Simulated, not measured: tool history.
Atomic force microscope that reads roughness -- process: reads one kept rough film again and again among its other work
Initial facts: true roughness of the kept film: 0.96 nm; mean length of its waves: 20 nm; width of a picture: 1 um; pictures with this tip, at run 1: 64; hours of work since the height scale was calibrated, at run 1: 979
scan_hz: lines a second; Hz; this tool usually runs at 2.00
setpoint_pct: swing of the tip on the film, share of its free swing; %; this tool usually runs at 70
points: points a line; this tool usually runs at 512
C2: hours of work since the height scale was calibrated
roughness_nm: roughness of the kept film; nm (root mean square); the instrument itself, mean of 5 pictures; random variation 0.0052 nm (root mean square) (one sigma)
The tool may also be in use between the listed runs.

Run 1, hour 0.0: usual settings; pictures with this tip 64; C2 979. Result: roughness_nm 0.749 nm (root mean square).
Run 2, hour 37.7: usual settings; pictures with this tip 118; C2 1004. Result: roughness_nm 0.695 nm (root mean square).
Run 3, hour 62.1: usual settings but scan_hz 1.95 Hz; pictures with this tip 152; C2 1020. Result: roughness_nm 0.679 nm (root mean square).
At hour 106.3: new tip fitted.
Run 4, hour 110.0: usual settings but scan_hz 1.95 Hz; pictures with this tip 5; C2 1051. Result: roughness_nm 0.829 nm (root mean square).
Run 5, hour 143.9: usual settings but scan_hz 1.95 Hz; pictures with this tip 53; C2 1073. Result: roughness_nm 0.766 nm (root mean square).
Run 6, hour 194.0: usual settings but scan_hz 1.95 Hz, setpoint_pct 88 %; pictures with this tip 123; C2 1106. Result: roughness_nm 0.674 nm (root mean square).
Run 7, hour 234.1: usual settings but scan_hz 1.95 Hz, setpoint_pct 88 %; pictures with this tip 180; C2 1133. Result: roughness_nm 0.629 nm (root mean square).
At hour 260.7: new tip fitted.
Run 8, hour 265.1: usual settings but scan_hz 1.95 Hz, setpoint_pct 88 %; pictures with this tip 6; C2 1153. Result: roughness_nm 0.768 nm (root mean square).
Run 9, hour 304.6: usual settings; pictures with this tip 62; C2 1179. Result: roughness_nm 0.762 nm (root mean square).
Run 10, hour 349.7: usual settings; pictures with this tip 125; C2 1209. Result: roughness_nm 0.720 nm (root mean square).
Run 11, hour 378.8: usual settings; pictures with this tip 167; C2 1228. Result: roughness_nm 0.674 nm (root mean square).
At hour 413.0: new tip fitted.
Run 12, hour 434.4: usual settings but setpoint_pct 59 %; pictures with this tip 30; C2 1264. Result: roughness_nm 0.811 nm (root mean square).
Run 13, hour 460.7: usual settings but setpoint_pct 59 %; pictures with this tip 67; C2 1281. Result: roughness_nm 0.763 nm (root mean square).
Run 14, hour 503.6: usual settings but setpoint_pct 59 %; pictures with this tip 128; C2 1309. Result: roughness_nm 0.727 nm (root mean square).
Run 15, hour 536.4: usual settings; pictures with this tip 174; C2 1331. Result: roughness_nm 0.662 nm (root mean square).
At hour 568.0: new tip fitted.
Run 16, hour 581.9: usual settings; pictures with this tip 20; C2 1361. Result: roughness_nm 0.798 nm (root mean square).
Run 17, hour 610.4: usual settings; pictures with this tip 60; C2 1379. Result: roughness_nm 0.761 nm (root mean square).
Run 18, hour 656.8: usual settings but scan_hz 0.78 Hz, setpoint_pct 77 %; pictures with this tip 125; C2 1410. Result: roughness_nm 0.716 nm (root mean square).
Run 19, hour 693.3: usual settings but scan_hz 0.78 Hz, setpoint_pct 69 %; pictures with this tip 177; C2 1434. Result: roughness_nm 0.684 nm (root mean square).
At hour 697.6: height scale calibrated on a step standard.
At hour 722.5: new tip fitted.
Run 20, hour 733.1: usual settings but setpoint_pct 61 %, points 381; pictures with this tip 15; C2 23. Result: roughness_nm 0.800 nm (root mean square).
Run 21, hour 778.1: usual settings but scan_hz 1.95 Hz, setpoint_pct 83 %, points 307; pictures with this tip 78; C2 53. Result: roughness_nm 0.688 nm (root mean square).
Run 22, hour 808.4: usual settings but setpoint_pct 63 %, points 869; pictures with this tip 121; C2 73. Result: roughness_nm 0.714 nm (root mean square).
Run 23, hour 859.1: usual settings but scan_hz 1.26 Hz; pictures with this tip 193; C2 106. Result: roughness_nm 0.650 nm (root mean square).
At hour 875.5: new tip fitted.
At hour 879.9: height scale calibrated on a step standard, once more.
Run 24, hour 905.1: usual settings but scan_hz 1.26 Hz; pictures with this tip 40; C2 17. Result: roughness_nm 0.815 nm (root mean square).
Run 25, hour 958.7: usual settings but scan_hz 0.73 Hz, points 603; pictures with this tip 116; C2 52. Result: roughness_nm 0.743 nm (root mean square).
Run 26, hour 993.0: usual settings but scan_hz 0.73 Hz, points 603; pictures with this tip 165; C2 74. Result: roughness_nm 0.711 nm (root mean square).
At hour 1030.2: new tip fitted.
Run 27, hour 1044.2: usual settings but scan_hz 0.97 Hz, setpoint_pct 87 %, points 603; pictures with this tip 20; C2 108. Result: roughness_nm 0.806 nm (root mean square).
Run 28, hour 1073.3: usual settings but points 614; pictures with this tip 61; C2 127. Result: roughness_nm 0.767 nm (root mean square).
Run 29, hour 1125.9: usual settings but points 614; pictures with this tip 135; C2 162. Result: roughness_nm 0.714 nm (root mean square).

Some steps in roughness_nm between neighbouring runs. How much of each would the tool show without its hidden state too (settings, what came in, random variation), and how much is left for the hidden state, with any gauge scatter that isn't in both results?
What the log doesn't record here: radius of the tip, nm; height scale over the true one, %; drift of the gauge itself on roughness_nm, %.
Run 3 -> 4: new tip fitted. roughness_nm +0.150 nm (root mean square): hidden state +0.142, all else +0.008.
Run 23 -> 24: new tip fitted, height scale calibrated on a step standard, once more. roughness_nm +0.165 nm (root mean square): hidden state +0.146, all else +0.019.
